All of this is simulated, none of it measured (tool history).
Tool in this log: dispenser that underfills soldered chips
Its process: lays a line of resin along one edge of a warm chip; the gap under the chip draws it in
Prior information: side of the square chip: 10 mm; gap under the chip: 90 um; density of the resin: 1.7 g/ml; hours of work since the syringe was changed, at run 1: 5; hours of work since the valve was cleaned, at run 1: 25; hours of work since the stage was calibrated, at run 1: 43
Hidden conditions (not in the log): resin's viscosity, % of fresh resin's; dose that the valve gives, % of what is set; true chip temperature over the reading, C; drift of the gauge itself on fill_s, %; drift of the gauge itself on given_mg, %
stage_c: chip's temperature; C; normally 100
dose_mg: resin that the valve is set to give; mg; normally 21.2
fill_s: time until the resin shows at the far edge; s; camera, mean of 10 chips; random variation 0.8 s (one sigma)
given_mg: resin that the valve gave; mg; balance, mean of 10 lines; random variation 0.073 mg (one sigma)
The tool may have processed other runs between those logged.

run   hour  stage_c  dose_mg  hours of work since the syringe was changed  hours of work since the valve was cleaned  hours of work since the stage was calibrated  fill_s  given_mg
  1    0.0      100     21.2                                            5                                         25                                            43   113.8     20.90
       1.6  -- new syringe of resin
  2    3.1      100     24.6                                            1                                         27                                            45    78.9     24.22
  3    8.6      113     21.2                                            5                                         31                                            49    64.2     20.91
       9.6  -- new syringe of resin
  4   11.6      113     21.2                                            1                                         33                                            51    47.0     20.72
  5   15.5      113     21.2                                            4                                         36                                            54    60.0     20.73
      17.8  -- new syringe of resin
  6   19.2      113     21.2                                            1                                         39                                            56    45.6     20.71
  7   24.0      113     21.2                                            4                                         42                                            60    59.4     20.69
      26.0  -- new syringe of resin
  8   28.8      113     21.2                                            2                                         45                                            63    48.7     20.67
  9   33.1       88     21.2                                            5                                         48                                            66   199.4     20.67
      34.3  -- new syringe of resin
 10   35.9       88     21.2                                            1                                         50                                            68   142.1     20.57
 11   39.1       98     21.2                                            3                                         52                                            70   109.7     20.56
 12   41.5      100     21.2                                            5                                         54                                            72   114.2     20.59
      42.3  -- new syringe of resin
 13   45.0      100     21.2                                            2                                         56                                            74    85.2     20.45
 14   48.2      100     21.2                                            4                                         59                                            76   105.2     20.53
      50.5  -- new syringe of resin
 15   52.1      100     21.2                                            1                                         61                                            79    80.4     20.49
 16   54.6      100     21.6                                            3                                         63                                            81    95.4     20.87
      58.7  -- new syringe of resin
 17   58.7      100     20.6                                            0                                         66                                            84    72.1     19.83
 18   63.1      103     20.6                                            3                                         69                                            87    84.7     19.91
      66.8  -- new syringe of resin
 19   68.5      109     25.4                                            1                                         73                                            90    52.8     24.31
 20   73.8      109     25.4                                            5                                         76                                            94    72.6     24.28
      74.8  -- new syringe of resin
 21   77.3      113     19.3                                            2                                         79                                            96    49.0     18.42
      82.8  -- new syringe of resin
 22   82.8      108     18.9                                            0                                         83                                           100    52.0     18.26
 23   86.0      100     24.2                                            2                                         85                                           102    87.3     22.92
 24   89.0       97     24.1                                            4                                         87                                           105   116.2     23.05
      91.0  -- new syringe of resin
 25   91.9       97     24.1                                            1                                         89                                           106    85.6     22.93
 26   97.0      108     21.3                                            4                                         92                                           110    72.5     20.21
      99.0  -- new syringe of resin
 27  102.0      101     21.2                                            2                                         96                                           114    82.4     20.04
     107.3  -- new syringe of resin
 28  107.6      100     25.9                                            0                                        100                                           117    71.6     24.61
 29  111.7      100     20.2                                            3                                        103                                           120    98.9     19.07
     114.8  -- dispensing valve cleaned and set on the balance
 30  115.1      103     20.2                                            5                                          0                                           122    97.3     20.29
     116.6  -- new syringe of resin
 31  119.5      103     20.2                                            2                                          3                                           125    76.3     20.16
 32  122.1      103     20.2                                            4                                          5                                           127    87.4     20.27
     124.6  -- new syringe of resin
 33  126.2       86     20.9                                            1                                          8                                           130   153.6     20.75
 34  128.8       91     26.6                                            3                                         10                                           131   136.2     26.42
 35  131.5       91     26.6                                            5                                         11                                           133   160.3     26.48
     132.9  -- new syringe of resin
 36  135.3      114     19.8                                            2                                         14                                           136    45.3     19.64

A few steps of fill_s between consecutive runs. Split each: what settings, incoming material and random variation would produce without the hidden state, and what is left over for the hidden state, along with gauge scatter present in only one of the two compared results (measured, and without hidden state):
Run 8 -> 9: stage_c 113 -> 88. fill_s +150.7 s: hidden state +60.6, all else +90.1.
Run 9 -> 10: new syringe of resin. fill_s -57.3 s: hidden state -55.4, all else -1.9.
Run 32 -> 33: stage_c 103 -> 86, dose_mg 20.2 -> 20.9, new syringe of resin. fill_s +66.2 s: hidden state -14.0, all else +80.2.
Run 35 -> 36: stage_c 91 -> 114, dose_mg 26.6 -> 19.8, new syringe of resin. fill_s -115.0 s: hidden state -46.2, all else -68.8.
